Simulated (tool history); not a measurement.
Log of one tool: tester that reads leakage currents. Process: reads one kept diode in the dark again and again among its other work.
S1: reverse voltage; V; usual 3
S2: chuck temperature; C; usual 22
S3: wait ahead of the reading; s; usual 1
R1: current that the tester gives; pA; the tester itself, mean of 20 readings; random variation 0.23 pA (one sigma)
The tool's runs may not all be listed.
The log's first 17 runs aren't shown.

{"run": 18, "hour": 3443.4, "S1": 3, "S2": 22, "S3": 1, "R1": 64.57}
{"run": 19, "hour": 3655.8, "S1": 3, "S2": 22, "S3": 1, "R1": 64.88}
{"run": 20, "hour": 3780.8, "S1": 3, "S2": 22, "S3": 1, "R1": 64.73}
{"run": 21, "hour": 3930.1, "S1": 5.31, "S2": 58, "S3": 5.73, "R1": 1654.99}
{"run": 22, "hour": 4114.1, "S1": 1.34, "S2": 22, "S3": 0.9, "R1": 44.32}
{"run": 23, "hour": 4249.2, "S1": 3, "S2": 28, "S3": 2.89, "R1": 107.41}
{"hour": 4322.6, "done": "chuck's temperature calibrated, once more"}
{"hour": 4451.0, "done": "probe card cleaned and baked"}
{"run": 24, "hour": 4533.4, "S1": 3, "S2": 32, "S3": 0.86, "R1": 183.53}
{"run": 25, "hour": 4734.7, "S1": 16.45, "S2": 39, "S3": 1.57, "R1": 671.52}
{"run": 26, "hour": 5002.7, "S1": 16.45, "S2": 39, "S3": 1.57, "R1": 670.34}

Run 27 comes next. What will it give?
{"hour": 5173.2, "done": "tester calibrated"}
{"run": 27, "hour": 5247.7, "S1": 9.77, "S2": 23, "S3": 1.57, "R1": "?"}

Run 27 gave R1 135.93 pA.
Without the tool's hidden state the same run would have given R1 134.41 pA.

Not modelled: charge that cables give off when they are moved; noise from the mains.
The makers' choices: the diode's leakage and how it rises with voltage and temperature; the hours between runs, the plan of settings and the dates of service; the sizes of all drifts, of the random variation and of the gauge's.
